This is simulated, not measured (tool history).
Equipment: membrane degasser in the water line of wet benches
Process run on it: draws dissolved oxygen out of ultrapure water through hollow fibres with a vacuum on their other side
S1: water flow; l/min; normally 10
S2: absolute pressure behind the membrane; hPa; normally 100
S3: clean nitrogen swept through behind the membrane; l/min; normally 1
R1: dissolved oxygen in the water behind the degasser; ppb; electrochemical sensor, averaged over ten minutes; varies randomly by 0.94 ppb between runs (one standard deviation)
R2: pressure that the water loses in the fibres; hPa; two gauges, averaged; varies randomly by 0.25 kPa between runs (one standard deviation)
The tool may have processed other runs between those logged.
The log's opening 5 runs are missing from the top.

| run | day | S1 | S2 | S3 | R1 | R2 |
|---|---|---|---|---|---|---|
| 6 | 13.392 | 10 | 119 | 1 | 208.1 | 699.2 |
| 7 | 16.467 | 10 | 119 | 1 | 207.6 | 701.7 |
| 8 | 19.3 | 10 | 119 | 1 | 206.9 | 701.7 |
| 9 | 22.275 | 15 | 119 | 1 | 317.4 | 1048.9 |
| 10 | 24.596 | 15 | 119 | 1 | 318.3 | 1052.1 |
| 11 | 27.542 | 15 | 119 | 1 | 317.2 | 1046.4 |
| 12 | 29.892 | 15 | 119 | 1 | 318.4 | 1050.9 |
| 13 | 32.379 | 15 | 119 | 1 | 316 | 1059.5 |
| 14 | 34.429 | 15 | 119 | 1 | 320.7 | 1053.8 |
| 15 | 36.796 | 10 | 165 | 1 | 317.2 | 701.2 |
| 16 | 39.296 | 10 | 165 | 1 | 310.8 | 702.6 |
| 17 | 42.588 | 11 | 63 | 1 | 88.3 | 769.6 |
| 18 | 45.125 | 8 | 217 | 1 | 352.8 | 564.8 |
| 19 | 48.3 | 8 | 217 | 1 | 346.2 | 564.8 |
| 20 | 50.425 | 7 | 68 | 1 | 63 | 492.3 |
| 21 | 51.871 | 10 | 128 | 1 | 229.6 | 705.2 |
| 22 | 53.621 | 10 | 100 | 0.53 | 288.1 | 702.7 |
| 23 | 55.808 | 10 | 100 | 0.53 | 289.9 | 703.7 |
| 24 | 57.325 | 7 | 93 | 1.68 | 64.8 | 493.9 |
| 25 | 59.425 | 7 | 199 | 1.68 | 174 | 492.5 |
| 26 | 62.008 | 7 | 199 | 1.68 | 173.2 | 492.2 |
|  | 64.842 | seals of the vacuum lines changed |
| 27 | 64.842 | 8 | 230 | 1 | 369.2 | 564.8 |
| 28 | 66.775 | 8 | 230 | 1 | 372.9 | 564.4 |
| 29 | 68.396 | 10 | 70 | 0.96 | 99.7 | 705.3 |

The next listed run, before its measurement:
| 30 | 71.196 | 10 | 70 | 0.96 | ? | ? |

{"run 30": {"R1": 98.4, "R2": 708.6}}
Minus the tool's unlogged condition, the same run would have read R1 95.7 ppb, R2 689.4 hPa.
